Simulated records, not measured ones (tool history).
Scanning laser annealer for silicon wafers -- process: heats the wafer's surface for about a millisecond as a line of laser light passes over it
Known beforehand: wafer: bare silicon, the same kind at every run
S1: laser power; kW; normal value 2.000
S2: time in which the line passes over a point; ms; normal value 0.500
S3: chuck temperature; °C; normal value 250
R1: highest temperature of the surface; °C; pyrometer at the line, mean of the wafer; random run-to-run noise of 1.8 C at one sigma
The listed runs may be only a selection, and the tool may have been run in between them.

run 1 hour=0.0 | S1=2.000 S2=0.500 S3=250 | R1=1009
run 2 hour=11.9 | S1=2.075 S2=0.500 S3=250 | R1=1046
run 3 hour=23.7 | S1=2.075 S2=0.500 S3=250 | R1=1044
run 4 hour=40.7 | S1=2.075 S2=0.500 S3=250 | R1=1043
run 5 hour=59.1 | S1=2.000 S2=0.361 S3=250 | R1=873
run 6 hour=67.9 | S1=2.000 S2=0.500 S3=250 | R1=1006
run 7 hour=76.5 | S1=2.000 S2=0.500 S3=250 | R1=1003
run 8 hour=88.7 | S1=2.000 S2=0.500 S3=224 | R1=980
run 9 hour=100.4 | S1=2.000 S2=0.496 S3=248 | R1=997
-- hour=104.4 laser's power meter calibrated
run 10 hour=115.3 | S1=2.000 S2=0.617 S3=248 | R1=1098
run 11 hour=131.4 | S1=2.026 S2=0.617 S3=248 | R1=1112
-- hour=139.0 laser's power meter calibrated, once more
run 12 hour=142.4 | S1=2.000 S2=0.500 S3=233 | R1=990
run 13 hour=156.1 | S1=2.000 S2=0.500 S3=233 | R1=985
run 14 hour=175.1 | S1=2.000 S2=0.523 S3=251 | R1=1021

Predict each of these 4 candidate next runs independently; none follows another, all start after run 14:
run A hour=193.2 | S1=1.735 S2=0.471 S3=258 | R1=?
run B hour=193.2 | S1=2.061 S2=0.500 S3=250 | R1=?
run C hour=193.2 | S1=2.000 S2=0.447 S3=268 | R1=?
run D hour=193.2 | S1=1.727 S2=0.430 S3=242 | R1=?

run=A R1=857
run=B R1=1032
run=C R1=973
run=D R1=810
Had the tool no hidden state, the same runs would have come out as:
run=A R1=889
run=B R1=1073
run=C R1=1009
run=D R1=840

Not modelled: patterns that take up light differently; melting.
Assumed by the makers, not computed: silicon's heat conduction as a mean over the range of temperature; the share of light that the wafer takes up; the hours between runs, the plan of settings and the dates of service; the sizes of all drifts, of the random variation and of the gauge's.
